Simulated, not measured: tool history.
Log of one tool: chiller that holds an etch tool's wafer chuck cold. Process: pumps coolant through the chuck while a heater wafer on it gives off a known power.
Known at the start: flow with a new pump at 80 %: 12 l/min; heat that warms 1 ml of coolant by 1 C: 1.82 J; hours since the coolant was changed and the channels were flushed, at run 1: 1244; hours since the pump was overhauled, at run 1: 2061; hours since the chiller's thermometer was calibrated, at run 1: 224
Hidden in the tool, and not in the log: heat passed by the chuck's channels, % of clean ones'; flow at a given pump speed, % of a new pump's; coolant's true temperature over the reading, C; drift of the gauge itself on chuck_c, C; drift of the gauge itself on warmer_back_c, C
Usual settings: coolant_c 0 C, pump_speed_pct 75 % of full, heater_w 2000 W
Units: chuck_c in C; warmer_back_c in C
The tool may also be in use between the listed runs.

run,hour,coolant_c,pump_speed_pct,heater_w,hours since the coolant was changed and the channels were flushed,hours since the pump was overhauled,hours since the chiller's thermometer was calibrated,chuck_c,warmer_back_c
1,0.0,0,75,2000,1244,2061,224,15.7,5.89
2,44.6,0,75,2000,1289,2106,268,15.6,5.91
3,74.6,0,75,2000,1319,2136,298,15.7,5.92
4,99.0,0,75,2000,1343,2160,323,15.7,5.90
5,142.6,3,75,2000,1387,2204,366,18.7,5.90
6,190.7,0,75,1477,1435,2252,414,11.5,4.35
7,213.3,0,95,2000,1457,2274,437,13.8,4.70
8,267.5,0,95,2000,1511,2328,491,13.7,4.69
9,291.6,0,75,2000,1536,2353,515,15.7,5.93
10,335.0,0,75,2000,1579,2396,559,15.8,5.94
11,382.2,0,75,2000,1626,2443,606,15.9,5.93
12,430.7,4,75,2000,1675,2492,654,19.7,5.92
13,474.7,4,75,2000,1719,2536,698,19.7,5.93
14,513.6,4,75,2000,1758,2575,737,20.0,5.94
15,546.2,0,75,2067,1790,2607,770,16.2,6.13
16,597.3,-3,72,1568,1841,2658,821,9.7,4.82
17,643.6,5,72,1568,1888,2705,867,17.6,4.87
18,694.2,5,72,1568,1938,2755,918,17.6,4.85
19,730.9,5,72,1207,1975,2792,955,14.9,3.75
20,770.2,9,85,2709,2014,2831,994,29.0,7.11
21,805.6,-5,75,1478,2050,2867,1029,7.0,4.42
22,850.4,-1,73,2000,2094,2911,1074,15.2,6.11
23,874.2,0,100,1781,2118,2935,1098,12.1,4.01
24,927.1,0,93,2000,2171,2988,1151,14.0,4.81
25,957.1,8,75,2000,2201,3018,1181,23.9,5.94
26,987.7,8,75,2000,2232,3049,1211,24.0,5.98
27,1034.0,8,96,1429,2278,3095,1258,18.2,3.34
28,1061.9,8,74,1572,2306,3123,1286,20.7,4.74

3 ways to go on from here, each from the tool as it stands after run 28. What would each give?
A,1102.1,-6,74,1572,2346,3163,1326,?,?
B,1102.1,-9,75,2000,2346,3163,1326,?,?
C,1102.1,1,65,1333,2346,3163,1326,?,?

run,chuck_c,warmer_back_c
A,6.7,4.75
B,7.0,6.01
C,12.7,4.57
Without the tool's hidden state the same runs would have given:
run,chuck_c,warmer_back_c
A,6.0,4.67
B,6.2,5.90
C,12.0,4.49
